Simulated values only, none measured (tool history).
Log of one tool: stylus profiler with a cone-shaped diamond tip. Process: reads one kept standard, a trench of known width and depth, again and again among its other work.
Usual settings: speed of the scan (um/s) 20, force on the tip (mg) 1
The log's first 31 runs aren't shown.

run,day,speed of the scan (um/s),force on the tip (mg),depth of the trench (Å),width of the trench's floor (µm)
32,15.35,55,0.62,2007.4,27.87
33,15.683,23,0.39,2005.4,27.9
34,16.321,23,0.39,2004.8,27.9
35,16.875,6,1.8,2013.6,28.02
36,17.588,6,1.8,2015.7,27.97
37,18.262,60,0.36,2005.4,27.77
38,18.95,9,0.95,2010,28.03
39,19.567,70,1,2010.6,27.87
40,20.012,5,1,2010.2,28.01
41,20.588,10,0.56,2006.4,28
42,21.092,10,0.56,2007.1,28.01
43,21.529,13,0.65,2007.5,27.96
44,21.954,13,0.65,2008.3,27.94
45,22.488,13,0.65,2007,27.97

Forecast each of these 4 alternatives for the next run:
A,22.996,22,0.8,?,?
B,22.996,13,1.23,?,?
C,22.996,53,2.89,?,?
D,22.996,30,1.64,?,?

run,depth of the trench (Å),width of the trench's floor (µm)
A,2007.7,27.96
B,2010.5,27.99
C,2020.2,27.97
D,2013.6,27.97
Without the tool's hidden state the same runs would have given:
run,depth of the trench (Å),width of the trench's floor (µm)
A,2007.5,27.97
B,2010.3,28
C,2020,27.98
D,2013.4,27.98
